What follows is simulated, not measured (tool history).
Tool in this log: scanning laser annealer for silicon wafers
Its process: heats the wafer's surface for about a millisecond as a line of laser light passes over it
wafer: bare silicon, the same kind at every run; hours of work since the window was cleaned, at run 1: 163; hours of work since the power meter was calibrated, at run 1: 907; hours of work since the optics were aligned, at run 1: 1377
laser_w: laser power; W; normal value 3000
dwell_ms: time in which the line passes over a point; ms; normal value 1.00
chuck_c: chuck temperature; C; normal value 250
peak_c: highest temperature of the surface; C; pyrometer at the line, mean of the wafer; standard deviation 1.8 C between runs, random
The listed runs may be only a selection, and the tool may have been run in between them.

run    hour  laser_w  dwell_ms  chuck_c  hours of work since the window was cleaned  hours of work since the power meter was calibrated  hours of work since the optics were aligned  peak_c
  1     0.0     3000      1.00      250                                         163                                                 907                                         1377     980
  2    67.8     3000      1.00      250                                         212                                                 957                                         1427     974
      111.6  -- optics aligned, line set to its width
  3   150.5     3000      1.00      250                                         269                                                1014                                           28     984
  4   218.6     3000      1.00      250                                         319                                                1063                                           78     981
      244.1  -- window over the wafer cleaned
  5   313.6     3000      1.00      250                                          51                                                1131                                          146    1005
  6   371.5     3000      1.00      250                                          93                                                1174                                          189    1000
  7   425.9     3000      1.00      219                                         133                                                1214                                          228     966
  8   500.7     3000      1.00      219                                         188                                                1268                                          283     959
  9   542.9     3000      1.00      287                                         218                                                1299                                          314    1024
 10   632.9     3000      1.00      287                                         284                                                1365                                          380    1017
 11   677.4     3000      1.00      287                                         317                                                1397                                          412    1012
      700.7  -- window over the wafer cleaned
 12   752.8     3000      1.00      287                                          38                                                1451                                          466    1043
 13   832.9     3000      1.00      287                                          97                                                1510                                          525    1035
 14   913.1     3000      1.00      287                                         155                                                1568                                          583    1030
 15  1004.7     3000      1.00      250                                         222                                                1635                                          650     981
 16  1061.5     3000      1.00      238                                         264                                                1677                                          692     966
     1157.8  -- window over the wafer cleaned
 17  1157.8     3000      1.00      238                                           0                                                1746                                          761     993
 18  1235.0     3000      1.00      238                                          56                                                1802                                          817     984
 19  1307.6     3000      1.00      238                                         110                                                1855                                          870     975
 20  1356.9     2816      1.07      250                                         146                                                1891                                          906     963
 21  1438.8     2816      1.07      250                                         206                                                1951                                          966     955
 22  1529.8     3276      1.00      287                                         272                                                2018                                         1033    1083
 23  1569.6     3000      1.00      243                                         301                                                2047                                         1062     959
     1616.3  -- window over the wafer cleaned
 24  1664.5     3000      1.00      243                                          35                                                2115                                         1130     993
 25  1745.7     3000      1.00      243                                          95                                                2174                                         1189     984
 26  1833.3     2551      1.09      227                                         159                                                2238                                         1253     869
 27  1888.5     3000      1.00      285                                         199                                                2279                                         1293    1018
 28  1987.2     3000      1.00      285                                         271                                                2351                                         1366    1009
 29  2059.2     3000      1.00      285                                         324                                                2403                                         1418    1001
     2072.5  -- window over the wafer cleaned
     2121.6  -- optics aligned, line set to its width
 30  2123.3     2827      1.00      250                                          33                                                2445                                            1     969
 31  2170.4     2877      0.93      250                                          68                                                2480                                           36     951
 32  2251.3     2625      1.09      216                                         127                                                2539                                           95     902
 33  2337.1     2625      1.09      216                                         190                                                2602                                          158     893
 34  2411.3     2989      0.80      268                                         244                                                2656                                          212     923
 35  2471.1     2989      0.80      268                                         288                                                2700                                          256     919
     2539.6  -- window over the wafer cleaned
 36  2545.0     2600      1.02      263                                           4                                                2752                                          308     927
 37  2588.0     2600      0.84      263                                          35                                                2784                                          340     853
 38  2648.8     2600      0.84      263                                          80                                                2828                                          384     854

3 options for the next run, each taken on its own from the tool as it stands now. Forecast them:
  A  2691.5     2712      0.76      283                                         111                                                2859                                          415       ?
  B  2691.5     2878      1.00      250                                         111                                                2859                                          415       ?
  C  2691.5     2739      1.22      250                                         111                                                2859                                          415       ?

run  peak_c
  A     862
  B     970
  C    1015
Stripped of hidden state, with their random variation kept, the same runs would have yielded:
run  peak_c
  A     867
  B     976
  C    1021
